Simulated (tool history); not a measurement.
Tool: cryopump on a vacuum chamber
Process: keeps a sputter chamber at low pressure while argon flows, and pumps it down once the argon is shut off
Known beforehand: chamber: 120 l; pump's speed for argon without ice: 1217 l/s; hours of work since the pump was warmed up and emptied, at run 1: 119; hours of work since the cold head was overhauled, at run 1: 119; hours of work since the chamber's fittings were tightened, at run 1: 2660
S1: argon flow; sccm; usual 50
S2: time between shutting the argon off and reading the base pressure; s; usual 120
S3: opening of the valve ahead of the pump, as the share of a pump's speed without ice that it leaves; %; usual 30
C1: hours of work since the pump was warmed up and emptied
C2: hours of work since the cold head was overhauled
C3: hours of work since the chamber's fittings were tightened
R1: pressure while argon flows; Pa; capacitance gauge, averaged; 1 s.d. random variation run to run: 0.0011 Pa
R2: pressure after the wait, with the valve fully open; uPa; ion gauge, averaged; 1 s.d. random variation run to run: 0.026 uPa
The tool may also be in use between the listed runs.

Run 1, day 0: usual settings; C1 119; C2 119; C3 2660. Result: R1 0.2348 Pa, R2 3.16 uPa.
Run 2, day 0.6: usual settings; C1 125; C2 125; C3 2666. Result: R1 0.2351 Pa, R2 3.15 uPa.
Run 3, day 1.067: usual settings but S3 43 %; C1 129; C2 129; C3 2670. Result: R1 0.165 Pa, R2 3.18 uPa.
Run 4, day 1.625: usual settings but S3 43 %; C1 135; C2 135; C3 2676. Result: R1 0.1644 Pa, R2 3.17 uPa.
Run 5, day 2.262: usual settings; C1 141; C2 141; C3 2682. Result: R1 0.2366 Pa, R2 3.26 uPa.
Run 6, day 2.721: usual settings; C1 145; C2 145; C3 2686. Result: R1 0.2364 Pa, R2 3.32 uPa.
Run 7, day 3.321: usual settings but S1 98 sccm; C1 151; C2 151; C3 2692. Result: R1 0.4613 Pa, R2 3.21 uPa.
Run 8, day 3.638: usual settings but S1 98 sccm; C1 154; C2 154; C3 2695. Result: R1 0.462 Pa, R2 3.14 uPa.
Run 9, day 4.038: usual settings but S3 17 %; C1 158; C2 158; C3 2699. Result: R1 0.4153 Pa, R2 3.21 uPa.
Run 10, day 4.75: usual settings; C1 165; C2 165; C3 2706. Result: R1 0.2364 Pa, R2 3.16 uPa.
Run 11, day 5.088: usual settings; C1 168; C2 168; C3 2709. Result: R1 0.237 Pa, R2 3.3 uPa.
Run 12, day 5.525: usual settings; C1 172; C2 172; C3 2713. Result: R1 0.2358 Pa, R2 3.2 uPa.
Run 13, day 6.312: usual settings; C1 180; C2 180; C3 2721. Result: R1 0.2371 Pa, R2 3.23 uPa.
Run 14, day 7.088: usual settings; C1 187; C2 187; C3 2728. Result: R1 0.2344 Pa, R2 3.28 uPa.
Run 15, day 7.6: usual settings but S2 254 s; C1 192; C2 192; C3 2733. Result: R1 0.2366 Pa, R2 2.86 uPa.
Run 16, day 7.992: usual settings but S2 254 s; C1 196; C2 196; C3 2737. Result: R1 0.2369 Pa, R2 2.87 uPa.
Run 17, day 8.642: usual settings; C1 202; C2 202; C3 2743. Result: R1 0.237 Pa, R2 3.29 uPa.
Run 18, day 9.271: usual settings but S1 32 sccm, S2 138 s, S3 36 %; C1 208; C2 208; C3 2749. Result: R1 0.1284 Pa, R2 3.15 uPa.
Run 19, day 9.912: usual settings but S1 32 sccm, S2 185 s, S3 20 %; C1 215; C2 215; C3 2756. Result: R1 0.2257 Pa, R2 3.02 uPa.
Run 20, day 10.383: usual settings but S2 66 s, S3 16 %; C1 219; C2 219; C3 2760. Result: R1 0.4411 Pa, R2 4 uPa.
Run 21, day 10.779: usual settings but S2 66 s, S3 16 %; C1 223; C2 223; C3 2764. Result: R1 0.4371 Pa, R2 3.96 uPa.
Run 22, day 11.2: usual settings but S1 29 sccm, S2 263 s; C1 227; C2 227; C3 2768. Result: R1 0.1376 Pa, R2 2.86 uPa.
Run 23, day 11.783: usual settings but S1 29 sccm, S2 263 s; C1 233; C2 233; C3 2774. Result: R1 0.1383 Pa, R2 2.82 uPa.
Run 24, day 12.321: usual settings but S1 97 sccm, S2 263 s, S3 18 %; C1 238; C2 238; C3 2779. Result: R1 0.7599 Pa, R2 2.91 uPa.
Run 25, day 12.979: usual settings but S3 19 %; C1 244; C2 244; C3 2785. Result: R1 0.3722 Pa, R2 3.42 uPa.
Run 26, day 13.588: usual settings but S2 74 s, S3 28 %; C1 250; C2 250; C3 2791. Result: R1 0.2568 Pa, R2 3.88 uPa.
Run 27, day 14.121: usual settings but S2 74 s, S3 28 %; C1 255; C2 255; C3 2796. Result: R1 0.2563 Pa, R2 3.92 uPa.
Run 28, day 14.583: usual settings but S1 47 sccm, S3 36 %; C1 260; C2 260; C3 2801. Result: R1 0.1886 Pa, R2 3.35 uPa.
Run 29, day 15.204: usual settings but S1 47 sccm, S3 36 %; C1 266; C2 266; C3 2807. Result: R1 0.1891 Pa, R2 3.33 uPa.
Run 30, day 15.738: usual settings but S1 30 sccm, S3 36 %; C1 271; C2 271; C3 2812. Result: R1 0.1211 Pa, R2 3.34 uPa.
Run 31, day 16.479: usual settings but S1 90 sccm, S2 77 s, S3 17 %; C1 278; C2 278; C3 2819. Result: R1 0.7555 Pa, R2 3.9 uPa.
Run 32, day 17.188: usual settings but S1 90 sccm, S2 77 s, S3 17 %; C1 285; C2 285; C3 2826. Result: R1 0.7513 Pa, R2 4.01 uPa.
Run 33, day 17.767: usual settings but S1 26 sccm, S2 162 s, S3 40 %; C1 290; C2 290; C3 2831. Result: R1 0.0951 Pa, R2 3.18 uPa.

What if the next run were any one of these 3? Each begins from the tool's condition after run 33:
Run A, day 18.308: usual settings but S1 45 sccm, S2 43 s, S3 19 %; C1 296; C2 296; C3 2837. Result: R1 ?, R2 ?.
Run B, day 18.308: usual settings but S2 21 s; C1 296; C2 296; C3 2837. Result: R1 ?, R2 ?.
Run C, day 18.308: usual settings but S3 44 %; C1 296; C2 296; C3 2837. Result: R1 ?, R2 ?.

run      R1    R2
  A  0.3385  5.13
  B  0.2412  7.41
  C  0.1667  3.42
Without the tool's hidden state the same runs would have given:
run      R1    R2
  A  0.3303  2.68
  B  0.2322  5.02
  C  0.1576  1.06

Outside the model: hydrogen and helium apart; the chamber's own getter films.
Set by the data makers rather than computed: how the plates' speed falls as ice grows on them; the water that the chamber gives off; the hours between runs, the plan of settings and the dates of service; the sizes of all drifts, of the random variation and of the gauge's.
